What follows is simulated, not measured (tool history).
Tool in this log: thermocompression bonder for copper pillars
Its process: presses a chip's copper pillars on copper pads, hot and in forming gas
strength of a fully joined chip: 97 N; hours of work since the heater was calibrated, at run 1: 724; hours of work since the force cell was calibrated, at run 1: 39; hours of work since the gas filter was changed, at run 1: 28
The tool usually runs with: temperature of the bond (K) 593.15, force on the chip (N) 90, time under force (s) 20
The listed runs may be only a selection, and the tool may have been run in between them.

run   hour  temperature of the bond (K)  force on the chip (N)  time under force (s)  hours of work since the heater was calibrated  hours of work since the force cell was calibrated  hours of work since the gas filter was changed  force that shears a chip off (N)
  1      0                       593.15                     90                    20                                            724                                                 39                                              28                                64
  2   17.5                       593.15                     90                    20                                            733                                                 47                                              36                                64
  3   35.5                       593.15                     90                    20                                            741                                                 55                                              44                              62.5
  4   47.1                       593.15                     92                    20                                            746                                                 61                                              50                              63.3
  5   59.7                       593.15                     92                    20                                            752                                                 67                                              56                                63
  6   77.4                       593.15                     92                    20                                            760                                                 75                                              64                              63.9
  7   86.4                       593.15                     92                    20                                            764                                                 79                                              68                              63.5
  8  103.2                       593.15                     92                    20                                            772                                                 87                                              76                                64
  9  117.9                       593.15                     92                    20                                            779                                                 94                                              83                              63.8
 10  132.1                       593.15                     92                    20                                            786                                                100                                              89                              63.1
     135.7  -- heater calibrated with a thermocouple chip
 11  142.9                       593.15                     92                    20                                              3                                                104                                              93                                66
 12  157.2                       593.15                     92                    20                                             10                                                111                                             100                              64.7
 13  164.5                       565.15                     90                    20                                             13                                                114                                             103                              49.8
 14  176.9                       591.15                     90                    20                                             19                                                120                                             109                              62.7
 15  186.9                       567.15                    118                    20                                             24                                                125                                             114                              59.2
 16  196.2                       582.15                    114                    17                                             28                                                129                                             118                              61.8
 17  212.1                       593.15                     90                    39                                             35                                                136                                             125                              75.2
 18    229                       598.15                     90                    39                                             43                                                144                                             133                              76.6
     241.6  -- heater calibrated with a thermocouple chip, once more
 19  241.6                       607.15                     93                    24                                              0                                                149                                             138                              66.5
 20  259.2                       607.15                     93                    24                                              8                                                157                                             146                              66.4
 21  269.1                       616.15                     67                    14                                             13                                                162                                             151                              53.1
 22  283.2                       616.15                     67                    14                                             19                                                168                                             157                              55.2
 23  297.6                       592.15                    107                    14                                             26                                                175                                             164                              51.6
 24  306.3                       587.15                     69                    17                                             30                                                179                                             168                              42.6
     308.1  -- forming gas filter changed
 25  323.3                       593.15                     90                    27                                             38                                                187                                               7                              64.3

Alternative continuations, all from the tool just after run 25; predict every row:
  A  341.1                       607.15                     90                    27                                             46                                                195                                              15                                 ?
  B  341.1                       567.15                     65                    54                                             46                                                195                                              15                                 ?
  C  341.1                       572.15                     90                    20                                             46                                                195                                              15                                 ?
  D  341.1                       597.15                     90                    20                                             46                                                195                                              15                                 ?
  E  341.1                       593.15                     59                    27                                             46                                                195                                              15                                 ?

run  force that shears a chip off (N)
  A                              71.4
  B                              53.9
  C                              47.7
  D                              61.8
  E                              53.3
Had the tool no hidden state, the same runs would have come out as:
run  force that shears a chip off (N)
  A                                71
  B                              53.2
  C                                47
  D                              61.2
  E                              52.7

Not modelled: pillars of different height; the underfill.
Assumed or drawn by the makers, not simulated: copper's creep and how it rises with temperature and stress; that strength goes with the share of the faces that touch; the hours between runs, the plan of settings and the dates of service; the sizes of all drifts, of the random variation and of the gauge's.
